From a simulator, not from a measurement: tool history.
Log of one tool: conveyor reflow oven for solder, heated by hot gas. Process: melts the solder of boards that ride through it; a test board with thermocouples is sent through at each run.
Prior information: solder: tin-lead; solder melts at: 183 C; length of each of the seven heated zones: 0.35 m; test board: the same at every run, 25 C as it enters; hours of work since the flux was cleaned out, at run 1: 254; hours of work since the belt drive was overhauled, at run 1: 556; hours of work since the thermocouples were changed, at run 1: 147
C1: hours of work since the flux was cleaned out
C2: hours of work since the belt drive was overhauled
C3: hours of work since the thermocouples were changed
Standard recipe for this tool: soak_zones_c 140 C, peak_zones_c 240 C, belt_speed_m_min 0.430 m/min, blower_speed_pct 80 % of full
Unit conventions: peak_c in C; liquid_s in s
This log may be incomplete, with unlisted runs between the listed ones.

run 1 hour=0.0 | soak_zones_c=140 peak_zones_c=240 belt_speed_m_min=0.430 blower_speed_pct=80 | C1=254 C2=556 C3=147 | peak_c=228.2 liquid_s=84.77
run 2 hour=19.7 | soak_zones_c=140 peak_zones_c=240 belt_speed_m_min=0.430 blower_speed_pct=80 | C1=270 C2=572 C3=163 | peak_c=228.0 liquid_s=84.57
run 3 hour=49.7 | soak_zones_c=140 peak_zones_c=240 belt_speed_m_min=0.430 blower_speed_pct=80 | C1=294 C2=596 C3=187 | peak_c=228.1 liquid_s=84.62
run 4 hour=80.6 | soak_zones_c=140 peak_zones_c=240 belt_speed_m_min=0.430 blower_speed_pct=80 | C1=318 C2=621 C3=211 | peak_c=227.9 liquid_s=84.53
run 5 hour=107.1 | soak_zones_c=140 peak_zones_c=240 belt_speed_m_min=0.430 blower_speed_pct=80 | C1=339 C2=642 C3=233 | peak_c=227.8 liquid_s=84.66
run 6 hour=126.4 | soak_zones_c=140 peak_zones_c=240 belt_speed_m_min=0.430 blower_speed_pct=80 | C1=355 C2=657 C3=248 | peak_c=227.8 liquid_s=84.43
run 7 hour=143.3 | soak_zones_c=140 peak_zones_c=240 belt_speed_m_min=0.430 blower_speed_pct=80 | C1=368 C2=671 C3=261 | peak_c=227.8 liquid_s=84.39
-- hour=152.6 flux residue cleaned out of gas plates and filters
run 8 hour=176.4 | soak_zones_c=140 peak_zones_c=240 belt_speed_m_min=0.430 blower_speed_pct=88 | C1=19 C2=693 C3=284 | peak_c=227.2 liquid_s=84.00
run 9 hour=191.3 | soak_zones_c=140 peak_zones_c=230 belt_speed_m_min=0.430 blower_speed_pct=80 | C1=31 C2=705 C3=296 | peak_c=216.7 liquid_s=75.15
run 10 hour=204.9 | soak_zones_c=140 peak_zones_c=230 belt_speed_m_min=0.430 blower_speed_pct=80 | C1=42 C2=716 C3=307 | peak_c=216.6 liquid_s=75.14
-- hour=237.1 flux residue cleaned out of gas plates and filters, once more
run 11 hour=238.3 | soak_zones_c=140 peak_zones_c=240 belt_speed_m_min=0.430 blower_speed_pct=87 | C1=1 C2=738 C3=329 | peak_c=232.0 liquid_s=87.67
run 12 hour=260.7 | soak_zones_c=140 peak_zones_c=240 belt_speed_m_min=0.430 blower_speed_pct=87 | C1=19 C2=756 C3=347 | peak_c=231.5 liquid_s=87.58
run 13 hour=275.6 | soak_zones_c=140 peak_zones_c=240 belt_speed_m_min=0.430 blower_speed_pct=80 | C1=31 C2=768 C3=359 | peak_c=230.3 liquid_s=86.83
run 14 hour=307.5 | soak_zones_c=140 peak_zones_c=240 belt_speed_m_min=0.430 blower_speed_pct=80 | C1=56 C2=794 C3=384 | peak_c=230.4 liquid_s=86.70
run 15 hour=322.0 | soak_zones_c=140 peak_zones_c=240 belt_speed_m_min=0.430 blower_speed_pct=80 | C1=68 C2=805 C3=396 | peak_c=230.4 liquid_s=86.66
run 16 hour=346.5 | soak_zones_c=143 peak_zones_c=240 belt_speed_m_min=0.506 blower_speed_pct=80 | C1=87 C2=825 C3=415 | peak_c=226.3 liquid_s=71.84
run 17 hour=370.3 | soak_zones_c=138 peak_zones_c=240 belt_speed_m_min=0.343 blower_speed_pct=80 | C1=106 C2=844 C3=434 | peak_c=234.8 liquid_s=112.00
run 18 hour=385.7 | soak_zones_c=154 peak_zones_c=228 belt_speed_m_min=0.343 blower_speed_pct=59 | C1=118 C2=856 C3=447 | peak_c=221.6 liquid_s=110.30
run 19 hour=400.2 | soak_zones_c=154 peak_zones_c=245 belt_speed_m_min=0.343 blower_speed_pct=59 | C1=130 C2=867 C3=458 | peak_c=237.5 liquid_s=121.57
run 20 hour=421.6 | soak_zones_c=154 peak_zones_c=245 belt_speed_m_min=0.443 blower_speed_pct=52 | C1=147 C2=885 C3=475 | peak_c=229.3 liquid_s=89.42
run 21 hour=436.4 | soak_zones_c=150 peak_zones_c=237 belt_speed_m_min=0.361 blower_speed_pct=52 | C1=159 C2=896 C3=487 | peak_c=226.7 liquid_s=106.22
run 22 hour=460.3 | soak_zones_c=154 peak_zones_c=252 belt_speed_m_min=0.502 blower_speed_pct=80 | C1=178 C2=915 C3=506 | peak_c=238.4 liquid_s=83.52
run 23 hour=475.7 | soak_zones_c=154 peak_zones_c=252 belt_speed_m_min=0.502 blower_speed_pct=80 | C1=190 C2=928 C3=518 | peak_c=238.3 liquid_s=83.42
run 24 hour=491.7 | soak_zones_c=140 peak_zones_c=240 belt_speed_m_min=0.458 blower_speed_pct=76 | C1=203 C2=940 C3=531 | peak_c=227.1 liquid_s=78.89
run 25 hour=510.6 | soak_zones_c=140 peak_zones_c=240 belt_speed_m_min=0.458 blower_speed_pct=76 | C1=218 C2=955 C3=546 | peak_c=227.0 liquid_s=78.93
run 26 hour=536.1 | soak_zones_c=136 peak_zones_c=229 belt_speed_m_min=0.369 blower_speed_pct=73 | C1=238 C2=976 C3=566 | peak_c=221.3 liquid_s=92.60
run 27 hour=568.2 | soak_zones_c=136 peak_zones_c=229 belt_speed_m_min=0.369 blower_speed_pct=52 | C1=264 C2=1001 C3=592 | peak_c=217.0 liquid_s=86.64
run 28 hour=600.4 | soak_zones_c=136 peak_zones_c=229 belt_speed_m_min=0.369 blower_speed_pct=52 | C1=290 C2=1027 C3=618 | peak_c=217.1 liquid_s=86.58
run 29 hour=632.2 | soak_zones_c=136 peak_zones_c=229 belt_speed_m_min=0.369 blower_speed_pct=52 | C1=315 C2=1052 C3=643 | peak_c=216.9 liquid_s=86.31
run 30 hour=651.3 | soak_zones_c=136 peak_zones_c=229 belt_speed_m_min=0.369 blower_speed_pct=52 | C1=330 C2=1068 C3=658 | peak_c=216.7 liquid_s=86.13

Selected run-to-run steps in peak_c, each split into two signed amounts: the part the tool would show with no hidden state at all (from settings, incoming material and random variation), and the remainder, which goes to the hidden state together with any gauge scatter not common to the measured and the hidden-state-free results:
Hidden conditions of the tool in this case: heat that the gas passes to the board, % of a clean oven's; belt's true speed, % of the reading; true gas temperature in zones 6 and 7 over the reading, C; drift of the gauge itself on peak_c, C; drift of the gauge itself on liquid_s, %.
Run 7 -> 8: blower_speed_pct 80 -> 88, flux residue cleaned out of gas plates and filters. peak_c -0.6 C: hidden state -1.8, all else +1.2.
Run 10 -> 11: peak_zones_c 230 -> 240, blower_speed_pct 80 -> 87, flux residue cleaned out of gas plates and filters, once more. peak_c +15.4 C: hidden state +4.6, all else +10.8.
Run 17 -> 18: soak_zones_c 138 -> 154, peak_zones_c 240 -> 228, blower_speed_pct 80 -> 59. peak_c -13.2 C: hidden state +0.0, all else -13.2.
Run 18 -> 19: peak_zones_c 228 -> 245. peak_c +15.9 C: hidden state +0.0, all else +15.9.
Run 21 -> 22: soak_zones_c 150 -> 154, peak_zones_c 237 -> 252, belt_speed_m_min 0.361 -> 0.502, blower_speed_pct 52 -> 80. peak_c +11.7 C: hidden state -0.6, all else +12.3.

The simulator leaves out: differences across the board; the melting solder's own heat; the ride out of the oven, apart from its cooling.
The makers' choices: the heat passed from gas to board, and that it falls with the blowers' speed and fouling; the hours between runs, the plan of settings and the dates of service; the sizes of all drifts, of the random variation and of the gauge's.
